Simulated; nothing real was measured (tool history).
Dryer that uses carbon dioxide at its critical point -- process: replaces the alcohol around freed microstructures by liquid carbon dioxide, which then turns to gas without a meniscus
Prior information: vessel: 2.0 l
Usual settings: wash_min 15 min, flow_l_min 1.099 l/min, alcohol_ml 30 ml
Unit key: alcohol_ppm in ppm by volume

run   hour  wash_min  flow_l_min  alcohol_ml  alcohol_ppm
  1      0        15       1.099          30           41
  2   17.4        19       1.099          30           32
  3   29.4        19       1.099          30           25
  4   46.9        19         1.4          30           31
  5   59.1        19         1.4          30           26
  6   75.2        19         1.4          30           32
  7   86.2        19         1.4          30           37
  8  100.7        19        0.84          30           58
  9  117.1        15       1.099          30           59
 10  137.1        15       1.099          30           50
 11  154.3        15       1.099          30           51
 12  177.4        15        1.25          30           45
 13  194.6        15        1.25          30           48
 14  217.6        15        1.16          30           52
 15  241.5        15        1.16          30           50
 16  259.9        15        0.67          30          363
 17  270.6        15        0.67          30          368
 18  288.7        15       1.099          25           57
 19  303.5        15       1.099          25           64
 20  324.6        15       1.099          25           57
 21  339.5        15       1.099          69          103
 22  359.8        15       1.099          30           54
 23  378.3        15       1.099          30           71
 24  400.4        13       1.099          30          108
 25  420.3        13       1.099          30          108
 26  431.9        13        0.86          30          252
 27  452.7        13        0.86          30          275
 28  464.3        18       1.099          54           55
 29    479        10        1.41          24           97
 30  502.8        21        0.94          30           58
 31  518.3        15        1.83          52           60
 32    540        15        1.78          62           51
 33  552.2        20        1.27          49           45
 34  571.4        20        1.75          63           42
 35  583.1         9        0.74          63         2844
 36  599.2        22       1.099         113           56
 37  614.9         9        1.07          64          900
 38  636.8        15        1.26          23           61
 39  649.2        15        1.06          96          175
 40  661.9        15        1.06          96          183
 41  681.1        15        1.06          96          173
 42  704.4        10        1.19          26          197
 43  719.2        10        0.82          33          914
 44    738        12        0.82          34          543
 45  761.5        12        0.82          34          541
 46  774.3        15       1.099          55          117
 47  794.4        10        1.58          31           95
 48    808        10        1.58          31           89

Some steps in alcohol_ppm, run to run, broken into two amounts with sign: the step expected even without the hidden condition (settings, incoming material, random variation), and the rest, left for the hidden condition together with whatever gauge scatter is not in both the measured and the hidden-condition-free result:
Hidden state present: flow that reaches the vessel past the clogged filter, %; alcohol in the recycled carbon dioxide, ppm; drift of the gauge itself on alcohol_ppm, %.
Run 34 -> 35: wash_min 20 -> 9, flow_l_min 1.75 -> 0.74. alcohol_ppm +2802 ppm by volume: hidden state +533, all else +2269.
Run 35 -> 36: wash_min 9 -> 22, flow_l_min 0.74 -> 1.099, alcohol_ml 63 -> 113. alcohol_ppm -2788 ppm by volume: hidden state -526, all else -2262.
Run 36 -> 37: wash_min 22 -> 9, flow_l_min 1.099 -> 1.07, alcohol_ml 113 -> 64. alcohol_ppm +844 ppm by volume: hidden state +236, all else +608.

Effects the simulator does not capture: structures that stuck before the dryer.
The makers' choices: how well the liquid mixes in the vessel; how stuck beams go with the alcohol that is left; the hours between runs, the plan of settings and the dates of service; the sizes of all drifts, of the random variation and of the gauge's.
